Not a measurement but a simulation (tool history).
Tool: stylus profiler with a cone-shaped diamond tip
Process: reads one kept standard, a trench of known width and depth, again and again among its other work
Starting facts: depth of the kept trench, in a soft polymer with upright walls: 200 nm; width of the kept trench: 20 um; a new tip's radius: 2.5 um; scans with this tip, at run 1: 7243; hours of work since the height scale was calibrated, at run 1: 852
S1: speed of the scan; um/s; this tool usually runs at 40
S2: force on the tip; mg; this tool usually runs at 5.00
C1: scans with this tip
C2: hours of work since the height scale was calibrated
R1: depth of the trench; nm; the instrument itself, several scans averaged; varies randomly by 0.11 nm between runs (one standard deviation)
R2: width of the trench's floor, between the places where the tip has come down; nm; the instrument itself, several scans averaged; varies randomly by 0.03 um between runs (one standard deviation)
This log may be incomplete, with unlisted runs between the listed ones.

| run | day | S1 | S2 | C1 | C2 | R1 | R2 |
|---|---|---|---|---|---|---|---|
| 1 | 0.000 | 40 | 5.00 | 7243 | 852 | 202.00 | 17530 |
| 2 | 1.200 | 40 | 5.00 | 7372 | 867 | 202.03 | 17540 |
| 3 | 3.008 | 40 | 5.00 | 7565 | 889 | 202.09 | 17530 |
| 4 | 4.600 | 40 | 5.00 | 7735 | 910 | 202.19 | 17500 |
| 5 | 6.054 | 40 | 5.00 | 7891 | 928 | 202.00 | 17530 |
|  | 6.188 | height scale calibrated on a step standard |
| 6 | 6.962 | 40 | 13.96 | 7985 | 10 | 204.38 | 17580 |
| 7 | 9.112 | 40 | 13.96 | 8215 | 37 | 204.47 | 17590 |
| 8 | 11.221 | 40 | 13.96 | 8441 | 63 | 204.68 | 17480 |
|  | 11.546 | height scale calibrated on a step standard, once more |
| 9 | 12.188 | 58 | 2.27 | 8542 | 8 | 201.76 | 17270 |
| 10 | 13.092 | 58 | 2.27 | 8638 | 19 | 201.74 | 17270 |
| 11 | 14.350 | 58 | 2.27 | 8773 | 35 | 201.65 | 17280 |
| 12 | 16.250 | 58 | 2.27 | 8976 | 59 | 201.71 | 17250 |
| 13 | 17.308 | 78 | 3.32 | 9090 | 72 | 202.21 | 17200 |
| 14 | 19.338 | 66 | 8.51 | 9307 | 98 | 204.04 | 17440 |

4 ways to go on from here, each from the tool as it stands after run 14. What would each give?
| A | 20.567 | 37 | 2.91 | 9438 | 113 | ? | ? |
| B | 20.567 | 70 | 10.70 | 9438 | 113 | ? | ? |
| C | 20.567 | 10 | 5.00 | 9438 | 113 | ? | ? |
| D | 20.567 | 12 | 8.51 | 9438 | 113 | ? | ? |

| run | R1 | R2 |
|---|---|---|
| A | 201.96 | 17430 |
| B | 204.66 | 17420 |
| C | 202.75 | 17560 |
| D | 203.98 | 17560 |
With no hidden state in the tool, these same runs would have given:
| run | R1 | R2 |
|---|---|---|
| A | 202.06 | 17840 |
| B | 204.76 | 17830 |
| C | 202.86 | 17970 |
| D | 204.09 | 17980 |
